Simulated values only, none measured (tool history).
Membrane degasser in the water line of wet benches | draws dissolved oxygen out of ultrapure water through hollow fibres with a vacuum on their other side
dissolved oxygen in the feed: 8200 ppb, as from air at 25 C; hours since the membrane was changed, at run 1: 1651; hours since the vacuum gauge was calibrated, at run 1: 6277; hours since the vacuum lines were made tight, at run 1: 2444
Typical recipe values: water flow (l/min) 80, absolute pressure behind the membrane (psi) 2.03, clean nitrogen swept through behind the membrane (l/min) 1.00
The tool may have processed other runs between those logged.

| run | hour | water flow (l/min) | absolute pressure behind the membrane (psi) | clean nitrogen swept through behind the membrane (l/min) | hours since the membrane was changed | hours since the vacuum gauge was calibrated | hours since the vacuum lines were made tight | dissolved oxygen in the water behind the degasser (ppb) | pressure that the water loses in the fibres (psi) |
|---|---|---|---|---|---|---|---|---|---|
| 1 | 0.0 | 80 | 2.03 | 1.00 | 1651 | 6277 | 2444 | 1330.4 | 5.422 |
| 2 | 39.2 | 107 | 2.03 | 1.00 | 1690 | 6317 | 2483 | 1606.1 | 7.377 |
| 3 | 70.2 | 107 | 2.03 | 1.00 | 1721 | 6348 | 2514 | 1580.3 | 7.326 |
| 4 | 106.2 | 107 | 2.03 | 1.00 | 1757 | 6384 | 2550 | 1590.9 | 7.330 |
| 5 | 135.6 | 107 | 2.03 | 1.00 | 1787 | 6413 | 2580 | 1602.5 | 7.355 |
| 6 | 162.1 | 64 | 2.03 | 0.54 | 1813 | 6439 | 2606 | 1665.8 | 4.406 |
|  | 165.1 | vacuum gauge calibrated |
| 7 | 202.6 | 69 | 1.44 | 1.76 | 1853 | 38 | 2646 | 539.8 | 4.762 |
| 8 | 233.4 | 53 | 1.44 | 2.38 | 1884 | 68 | 2677 | 339.7 | 3.671 |
| 9 | 257.2 | 80 | 4.53 | 2.64 | 1908 | 92 | 2701 | 1525.6 | 5.513 |
| 10 | 301.7 | 80 | 4.53 | 2.64 | 1952 | 137 | 2745 | 1522.8 | 5.520 |

Predict each of these 5 candidate next runs independently; none follows another, all start after run 10:
| A | 343.9 | 80 | 1.42 | 1.21 | 1994 | 179 | 2788 | ? | ? |
| B | 343.9 | 53 | 2.78 | 0.93 | 1994 | 179 | 2788 | ? | ? |
| C | 343.9 | 63 | 2.03 | 0.69 | 1994 | 179 | 2788 | ? | ? |
| D | 343.9 | 80 | 3.80 | 2.64 | 1994 | 179 | 2788 | ? | ? |
| E | 343.9 | 65 | 2.05 | 2.77 | 1994 | 179 | 2788 | ? | ? |

| run | dissolved oxygen in the water behind the degasser (ppb) | pressure that the water loses in the fibres (psi) |
|---|---|---|
| A | 786.3 | 5.493 |
| B | 1499.2 | 3.646 |
| C | 1443.7 | 4.318 |
| D | 1306.2 | 5.514 |
| E | 552.0 | 4.486 |
Without the tool's unlogged condition, the same runs would have read:
| run | dissolved oxygen in the water behind the degasser (ppb) | pressure that the water loses in the fibres (psi) |
|---|---|---|
| A | 736.3 | 5.411 |
| B | 1461.7 | 3.591 |
| C | 1392.3 | 4.253 |
| D | 1280.6 | 5.432 |
| E | 528.5 | 4.419 |
